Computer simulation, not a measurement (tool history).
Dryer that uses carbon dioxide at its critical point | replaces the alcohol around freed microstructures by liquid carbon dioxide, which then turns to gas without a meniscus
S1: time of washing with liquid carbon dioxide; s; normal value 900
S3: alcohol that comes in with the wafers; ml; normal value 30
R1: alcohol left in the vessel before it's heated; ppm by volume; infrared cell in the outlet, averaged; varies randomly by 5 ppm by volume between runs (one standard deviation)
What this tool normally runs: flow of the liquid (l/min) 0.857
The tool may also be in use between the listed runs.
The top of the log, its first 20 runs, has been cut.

run 21 day=42.283 | S1=1440 flow_of_the_liquid_(l/min)=0.741 S3=99 | R1=231
-- day=43.967 purifier's bed changed
run 22 day=44.129 | S1=540 flow_of_the_liquid_(l/min)=0.741 S3=99 | R1=2478
run 23 day=45.767 | S1=540 flow_of_the_liquid_(l/min)=0.708 S3=99 | R1=3025
run 24 day=48.358 | S1=540 flow_of_the_liquid_(l/min)=0.691 S3=62 | R1=2188
run 25 day=50.625 | S1=900 flow_of_the_liquid_(l/min)=0.857 S3=41 | R1=112
run 26 day=52.479 | S1=900 flow_of_the_liquid_(l/min)=0.729 S3=57 | R1=361
run 27 day=54.983 | S1=1140 flow_of_the_liquid_(l/min)=0.961 S3=53 | R1=77
-- day=55.658 inlet filter changed
run 28 day=56.288 | S1=1140 flow_of_the_liquid_(l/min)=0.961 S3=53 | R1=58
run 29 day=57.917 | S1=900 flow_of_the_liquid_(l/min)=0.673 S3=30 | R1=216
run 30 day=60.946 | S1=780 flow_of_the_liquid_(l/min)=0.617 S3=70 | R1=1117
run 31 day=63.633 | S1=540 flow_of_the_liquid_(l/min)=0.617 S3=70 | R1=3445
run 32 day=66.483 | S1=840 flow_of_the_liquid_(l/min)=1.338 S3=49 | R1=103
run 33 day=67.846 | S1=1440 flow_of_the_liquid_(l/min)=0.575 S3=30 | R1=164
run 34 day=69.654 | S1=840 flow_of_the_liquid_(l/min)=1.353 S3=69 | R1=128
-- day=70.562 inlet filter changed
run 35 day=72.688 | S1=720 flow_of_the_liquid_(l/min)=0.719 S3=22 | R1=337
run 36 day=75.400 | S1=1200 flow_of_the_liquid_(l/min)=0.585 S3=70 | R1=342

4 ways to go on from here, each from the tool as it stands after run 36. What would each give?
run A day=77.229 | S1=840 flow_of_the_liquid_(l/min)=0.557 S3=70 | R1=?
run B day=77.229 | S1=1440 flow_of_the_liquid_(l/min)=0.545 S3=70 | R1=?
run C day=77.229 | S1=900 flow_of_the_liquid_(l/min)=1.390 S3=52 | R1=?
run D day=77.229 | S1=840 flow_of_the_liquid_(l/min)=0.585 S3=70 | R1=?

run=A R1=1383
run=B R1=272
run=C R1=156
run=D R1=1160
What these runs would have given with no unlogged condition in the tool:
run=A R1=954
run=B R1=89
run=C R1=18
run=D R1=771
